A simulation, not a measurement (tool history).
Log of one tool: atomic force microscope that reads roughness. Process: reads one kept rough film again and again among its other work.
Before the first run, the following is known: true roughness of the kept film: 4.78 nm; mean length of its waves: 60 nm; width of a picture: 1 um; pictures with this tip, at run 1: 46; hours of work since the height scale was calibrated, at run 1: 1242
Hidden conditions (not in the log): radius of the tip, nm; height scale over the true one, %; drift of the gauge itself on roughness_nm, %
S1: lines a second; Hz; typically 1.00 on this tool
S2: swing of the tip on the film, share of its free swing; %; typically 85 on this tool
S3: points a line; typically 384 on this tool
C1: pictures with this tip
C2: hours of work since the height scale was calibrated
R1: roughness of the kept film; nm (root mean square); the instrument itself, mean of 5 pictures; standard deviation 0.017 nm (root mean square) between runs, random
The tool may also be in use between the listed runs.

run   hour    S1  S2   S3   C1    C2     R1
  1    0.0  1.00  85  384   46  1242  3.980
  2   42.3  1.00  85  384   92  1272  3.845
      60.3  -- new tip fitted
  3   84.9  1.00  87  384   27  1302  3.991
  4  108.4  1.00  85  384   53  1319  3.936
  5  138.7  1.00  77  384   87  1341  3.971
  6  158.9  1.00  85  384  109  1355  3.799
     162.7  -- new tip fitted
  7  183.2  1.00  85  384   23  1372  4.056
  8  216.4  1.00  59  384   59  1396  4.310
  9  240.3  1.00  85  357   86  1413  3.867
     263.4  -- new tip fitted
 10  269.3  1.00  85  358    6  1433  4.078
 11  298.7  1.00  85  358   39  1454  3.962
 12  334.5  1.00  85  358   79  1480  3.866
 13  353.1  1.00  85  358   99  1493  3.808
     364.1  -- new tip fitted
 14  377.1  1.00  85  358   14  1510  4.058
 15  396.1  1.00  85  358   35  1523  3.978
 16  417.2  1.00  85  358   59  1539  3.949
 17  455.6  1.00  85  358  101  1566  3.811
     466.7  -- new tip fitted
 18  485.1  1.00  85  358   21  1587  4.030
 19  519.1  0.72  70  907   58  1611  4.210
 20  536.9  0.72  70  907   78  1624  4.185
     567.3  -- new tip fitted
 21  572.6  0.72  70  907    6  1649  4.390
 22  605.3  1.52  78  384   42  1672  3.952
 23  641.6  0.60  86  899   83  1698  4.015
     668.5  -- new tip fitted
 24  675.5  1.57  86  916    8  1722  3.835
 25  700.5  1.57  86  916   35  1740  3.740
 26  720.7  1.06  86  916   58  1754  3.882
 27  753.8  1.00  60  384   94  1778  4.144
     772.4  -- new tip fitted
 28  776.4  1.00  60  384    5  1793  4.422
 29  798.8  1.25  60  377   30  1809  4.300

Alternative continuations, all from the tool just after run 29; predict every row:
  A  841.2  1.79  73  540  77  1840   ?
  B  841.2  1.52  89  558  77  1840   ?
  C  841.2  1.00  85  257  77  1840   ?
  D  841.2  0.91  60  347  77  1840   ?

run     R1
  A  3.908
  B  3.544
  C  3.834
  D  4.183
What these runs would have given with no unlogged condition in the tool:
run     R1
  A  4.216
  B  3.823
  C  4.137
  D  4.513
